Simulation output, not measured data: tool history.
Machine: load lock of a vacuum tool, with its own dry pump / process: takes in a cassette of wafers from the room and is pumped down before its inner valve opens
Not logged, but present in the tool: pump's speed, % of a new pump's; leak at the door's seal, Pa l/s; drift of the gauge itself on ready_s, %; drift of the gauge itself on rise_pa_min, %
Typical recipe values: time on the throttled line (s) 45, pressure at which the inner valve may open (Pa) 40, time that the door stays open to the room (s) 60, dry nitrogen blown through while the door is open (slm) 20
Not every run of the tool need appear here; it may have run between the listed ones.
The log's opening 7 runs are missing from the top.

run,hour,time on the throttled line (s),pressure at which the inner valve may open (Pa),time that the door stays open to the room (s),dry nitrogen blown through while the door is open (slm),hours that the pump has run since its overhaul,times that the door has closed on its seal,"incoming humidity of the room's air, %",time from the closed door until the inner valve may open (s),rise of the pressure with all valves shut (Pa/min)
8,2939.5,76,40,60,20,10039,17482,43.9,127.5,0.028
9,3268.0,45,44,60,20,10368,18734,47.9,103.2,0.030
10,3623.5,45,44,60,20,10723,20088,44.8,103.6,0.024
11,4020.5,45,40,60,20,11120,21601,49.0,104.4,0.030
12,4378.1,45,40,60,29,11478,22963,47.9,104.1,0.029
# hour 4517.4: door's seal changed, seat wiped
13,4879.9,45,40,60,29,11978,1382,48.1,104.5,0.021
14,5139.2,45,40,60,29,12237,2370,46.7,104.3,0.026
15,5608.1,45,40,60,5,12706,4156,47.1,103.8,0.040
16,5863.1,45,40,60,5,12961,5128,47.7,104.8,0.041
17,6306.7,45,40,60,5,13405,6819,42.9,105.4,0.033
18,6841.7,45,40,60,5,13940,8857,47.1,104.6,0.039
19,7154.8,37,55,60,20,14253,10050,43.0,95.5,0.030
20,7436.8,26,66,60,43,14535,11125,44.8,84.8,0.018
21,7966.6,45,33,169,20,15065,13143,43.0,104.6,0.063
22,8381.7,45,33,169,20,15480,14725,45.2,106.4,0.056
# hour 8435.2: dry pump taken out, an overhauled one fitted
23,8855.7,45,40,166,16,420,16508,45.8,103.8,0.066
24,9272.4,30,40,185,14,837,18096,45.8,93.6,0.073
25,9744.4,45,49,124,24,1309,19895,48.3,101.7,0.052
26,10021.3,44,40,60,5,1586,20950,49.8,102.9,0.043
27,10470.4,44,40,60,5,2035,22661,44.5,103.1,0.044
# hour 10711.7: door's seal changed, seat wiped
28,10829.7,44,40,60,5,2393,449,45.7,104.5,0.032
29,11156.7,52,31,60,5,2720,1696,48.7,112.7,0.036

The next listed run, before its measurement:
30,11584.1,45,33,60,13,3147,3324,47.5,?,?

Run 30 yielded time from the closed door until the inner valve may open (s) 105.6, rise of the pressure with all valves shut (Pa/min) 0.029.
With no hidden state in the tool, this same run would have given time from the closed door until the inner valve may open (s) 105.6, rise of the pressure with all valves shut (Pa/min) 0.029.
